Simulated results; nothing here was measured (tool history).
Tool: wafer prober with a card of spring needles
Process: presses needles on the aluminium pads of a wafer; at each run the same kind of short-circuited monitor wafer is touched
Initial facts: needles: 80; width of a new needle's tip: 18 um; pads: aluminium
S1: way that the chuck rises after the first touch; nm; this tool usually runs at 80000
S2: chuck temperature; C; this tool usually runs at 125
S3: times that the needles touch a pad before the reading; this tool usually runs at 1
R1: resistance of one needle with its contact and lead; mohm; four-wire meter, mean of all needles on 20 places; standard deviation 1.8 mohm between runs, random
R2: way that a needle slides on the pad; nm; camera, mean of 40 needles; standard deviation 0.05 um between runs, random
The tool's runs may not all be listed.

run   hour     S1   S2  S3   R1     R2
  1    0.0  80000  125   1  311  10410
       3.1  -- tips cleaned on abrasive film
       6.2  -- tips cleaned on abrasive film
      10.0  -- tips cleaned on abrasive film
      22.0  -- card fitted with new needles
      25.9  -- tips cleaned on abrasive film
      29.7  -- tips cleaned on abrasive film
  2   31.7  80000  125   2  306  10560
      33.3  -- tips cleaned on abrasive film
      37.2  -- tips cleaned on abrasive film
      40.3  -- tips cleaned on abrasive film
      44.1  -- tips cleaned on abrasive film
      47.9  -- tips cleaned on abrasive film
      51.8  -- tips cleaned on abrasive film
      55.6  -- tips cleaned on abrasive film
      58.7  -- tips cleaned on abrasive film
  3   61.2  80000  125   1  310  10530
      62.1  -- tips cleaned on abrasive film
      65.9  -- tips cleaned on abrasive film
      69.8  -- tips cleaned on abrasive film
      72.9  -- tips cleaned on abrasive film
      76.7  -- tips cleaned on abrasive film
      79.8  -- tips cleaned on abrasive film
      83.6  -- tips cleaned on abrasive film
      87.5  -- tips cleaned on abrasive film
      90.5  -- tips cleaned on abrasive film
  4   91.0  61000  125   1  315   7970
      94.1  -- tips cleaned on abrasive film
      97.2  -- tips cleaned on abrasive film
     101.0  -- tips cleaned on abrasive film
     104.9  -- tips cleaned on abrasive film
     108.7  -- tips cleaned on abrasive film
     112.5  -- tips cleaned on abrasive film
     116.4  -- tips cleaned on abrasive film
  5  118.5  61000  125   1  314   7900
     120.1  -- tips cleaned on abrasive film
     123.9  -- tips cleaned on abrasive film
     127.0  -- tips cleaned on abrasive film
     130.9  -- tips cleaned on abrasive film
     134.0  -- tips cleaned on abrasive film
     137.8  -- tips cleaned on abrasive film
     141.6  -- tips cleaned on abrasive film
     145.5  -- tips cleaned on abrasive film
  6  147.6  61000  125   1  314   7800
     149.2  -- tips cleaned on abrasive film
     152.3  -- tips cleaned on abrasive film
     156.2  -- tips cleaned on abrasive film
     159.3  -- tips cleaned on abrasive film
     162.7  -- tips cleaned on abrasive film
  7  162.7  80000   28   1  276  10250
     165.8  -- tips cleaned on abrasive film
     168.9  -- tips cleaned on abrasive film
     172.8  -- tips cleaned on abrasive film
     175.9  -- tips cleaned on abrasive film
     179.7  -- tips cleaned on abrasive film
  8  181.9  80000   28   1  280  10210
     183.5  -- tips cleaned on abrasive film
     186.6  -- tips cleaned on abrasive film
     190.4  -- tips cleaned on abrasive film
     194.3  -- tips cleaned on abrasive film
     197.4  -- tips cleaned on abrasive film
     201.2  -- tips cleaned on abrasive film
  9  201.3  80000   28   1  274  10240
     204.4  -- tips cleaned on abrasive film
     208.2  -- tips cleaned on abrasive film
     212.0  -- tips cleaned on abrasive film
     215.1  -- tips cleaned on abrasive film
 10  216.3  80000  125   1  310  10180
     218.6  -- tips cleaned on abrasive film
     222.5  -- tips cleaned on abrasive film
     225.6  -- tips cleaned on abrasive film
     228.6  -- tips cleaned on abrasive film
     231.9  -- height of the first contact set anew
     232.8  -- tips cleaned on abrasive film
     235.9  -- tips cleaned on abrasive film
 11  236.2  80000  125   1  304  10520
     239.2  -- tips cleaned on abrasive film
     243.1  -- tips cleaned on abrasive film
     246.9  -- tips cleaned on abrasive film
 12  249.5  77000   74   1  298  10030
     250.3  -- tips cleaned on abrasive film
     253.4  -- tips cleaned on abrasive film
     257.2  -- tips cleaned on abrasive film
     260.3  -- tips cleaned on abrasive film
     264.2  -- tips cleaned on abrasive film
 13  266.6  77000   74   1  293  10120
     267.5  -- tips cleaned on abrasive film
     271.3  -- tips cleaned on abrasive film
     275.2  -- tips cleaned on abrasive film
     279.0  -- tips cleaned on abrasive film
     282.8  -- tips cleaned on abrasive film
 14  285.2  69000   56   2  291   8980
     286.1  -- tips cleaned on abrasive film
     289.2  -- tips cleaned on abrasive film
     293.0  -- tips cleaned on abrasive film
     296.1  -- tips cleaned on abrasive film
 15  298.2  98000  123   1  306  12820
     299.8  -- tips cleaned on abrasive film
     303.7  -- tips cleaned on abrasive film
     306.8  -- tips cleaned on abrasive film
     310.6  -- tips cleaned on abrasive film
     314.4  -- tips cleaned on abrasive film
     317.5  -- tips cleaned on abrasive film
 16  320.5  64000   61   1  295   8290
     321.4  -- tips cleaned on abrasive film
     325.2  -- tips cleaned on abrasive film
     328.3  -- tips cleaned on abrasive film
     332.1  -- tips cleaned on abrasive film
     335.2  -- tips cleaned on abrasive film
     339.0  -- tips cleaned on abrasive film
     342.9  -- tips cleaned on abrasive film
     346.0  -- tips cleaned on abrasive film
 17  348.9  73000  125   2  310   9370
     349.8  -- tips cleaned on abrasive film
     353.6  -- tips cleaned on abrasive film
     357.4  -- tips cleaned on abrasive film
     360.5  -- tips cleaned on abrasive film
     364.4  -- tips cleaned on abrasive film
     367.5  -- tips cleaned on abrasive film
     370.5  -- tips cleaned on abrasive film
 18  371.3  62000  125   1  313   7930
     373.6  -- tips cleaned on abrasive film
     376.7  -- tips cleaned on abrasive film
     380.6  -- tips cleaned on abrasive film
     383.7  -- tips cleaned on abrasive film
     387.5  -- tips cleaned on abrasive film
 19  389.9  62000   70   2  300   7890
     390.7  -- tips cleaned on abrasive film
     394.5  -- tips cleaned on abrasive film
     398.4  -- tips cleaned on abrasive film
     402.2  -- tips cleaned on abrasive film
     405.3  -- tips cleaned on abrasive film
     409.1  -- tips cleaned on abrasive film
     412.2  -- tips cleaned on abrasive film
 20  414.1  83000   66   1  291  10560
     415.7  -- tips cleaned on abrasive film
     418.8  -- tips cleaned on abrasive film
     422.7  -- tips cleaned on abrasive film
     426.5  -- tips cleaned on abrasive film
 21  428.6  83000   66   1  293  10640
     430.2  -- tips cleaned on abrasive film
     433.3  -- tips cleaned on abrasive film
     436.4  -- tips cleaned on abrasive film
     440.3  -- tips cleaned on abrasive film
     442.1  -- height of the first contact set anew
     444.4  -- tips cleaned on abrasive film
     448.2  -- tips cleaned on abrasive film
     452.1  -- tips cleaned on abrasive film
     455.2  -- tips cleaned on abrasive film
 22  455.8  77000   27   1  279  10100

A few steps of R1 between consecutive runs. Split each: what settings, incoming material and random variation would produce without the hidden state, and what is left over for the hidden state, along with gauge scatter present in only one of the two compared results (measured, and without hidden state):
Hidden conditions of the tool in this case: debris on the tips, nm; way that the needles fall short of the set height, um; tips' diameter, um; drift of the gauge itself on contact_mohm, %; drift of the gauge itself on scrub_um, %.
Run 6 -> 7: S1 61000 -> 80000, S2 125 -> 28, tips cleaned on abrasive film, tips cleaned on abrasive film, tips cleaned on abrasive film, tips cleaned on abrasive film, tips cleaned on abrasive film. R1 -38 mohm: hidden state -6, all else -32.
Run 7 -> 8: tips cleaned on abrasive film, tips cleaned on abrasive film, tips cleaned on abrasive film, tips cleaned on abrasive film, tips cleaned on abrasive film. R1 +4 mohm: hidden state +5, all else -1.
Run 9 -> 10: S2 28 -> 125, tips cleaned on abrasive film, tips cleaned on abrasive film, tips cleaned on abrasive film, tips cleaned on abrasive film. R1 +36 mohm: hidden state +3, all else +33.
